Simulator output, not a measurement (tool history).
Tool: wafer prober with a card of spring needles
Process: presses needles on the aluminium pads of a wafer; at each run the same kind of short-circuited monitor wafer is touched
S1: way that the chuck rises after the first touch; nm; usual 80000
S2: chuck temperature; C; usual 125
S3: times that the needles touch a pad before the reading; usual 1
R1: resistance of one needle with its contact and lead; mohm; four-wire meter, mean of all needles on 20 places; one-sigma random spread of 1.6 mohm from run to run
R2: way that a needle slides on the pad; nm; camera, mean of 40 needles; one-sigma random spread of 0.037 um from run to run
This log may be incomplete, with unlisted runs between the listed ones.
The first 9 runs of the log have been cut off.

-- hour=176.6 tips cleaned on abrasive film
-- hour=186.9 tips cleaned on abrasive film
run 10 hour=190.0 | S1=80000 S2=102 S3=1 | R1=183 R2=13370
-- hour=196.3 tips cleaned on abrasive film
-- hour=206.2 tips cleaned on abrasive film
run 11 hour=209.4 | S1=80000 S2=102 S3=1 | R1=182 R2=13450
-- hour=216.0 tips cleaned on abrasive film
-- hour=225.6 tips cleaned on abrasive film
run 12 hour=230.3 | S1=80000 S2=102 S3=1 | R1=186 R2=13440
-- hour=235.9 tips cleaned on abrasive film
-- hour=244.6 tips cleaned on abrasive film
-- hour=253.2 tips cleaned on abrasive film
run 13 hour=254.8 | S1=80000 S2=102 S3=2 | R1=177 R2=13370
-- hour=261.9 tips cleaned on abrasive film
run 14 hour=268.2 | S1=80000 S2=125 S3=3 | R1=184 R2=13390
-- hour=272.0 tips cleaned on abrasive film
-- hour=281.5 tips cleaned on abrasive film
run 15 hour=288.7 | S1=80000 S2=125 S3=3 | R1=185 R2=13320
-- hour=290.9 tips cleaned on abrasive film
-- hour=300.0 tips cleaned on abrasive film
-- hour=308.9 tips cleaned on abrasive film
run 16 hour=312.2 | S1=80000 S2=125 S3=2 | R1=185 R2=13330
-- hour=317.6 tips cleaned on abrasive film
-- hour=326.7 tips cleaned on abrasive film
-- hour=335.5 tips cleaned on abrasive film
run 17 hour=337.5 | S1=98000 S2=37 S3=1 | R1=166 R2=16420
-- hour=345.3 tips cleaned on abrasive film
-- hour=353.7 tips cleaned on abrasive film
run 18 hour=359.3 | S1=98000 S2=37 S3=1 | R1=171 R2=16410
-- hour=363.5 tips cleaned on abrasive film
-- hour=365.9 height of the first contact set anew
-- hour=373.0 tips cleaned on abrasive film
run 19 hour=373.9 | S1=72000 S2=32 S3=1 | R1=168 R2=12420

Run 20, settings as shown, results not yet in. Your forecast:
-- hour=382.8 tips cleaned on abrasive film
run 20 hour=387.7 | S1=73000 S2=122 S3=2 | R1=? R2=?

{"run 20": {"R1": 185, "R2": 12560}}
With the hidden condition absent and the run-to-run variation left alone, this run would have shown R1 180 mohm, R2 12570 nm.
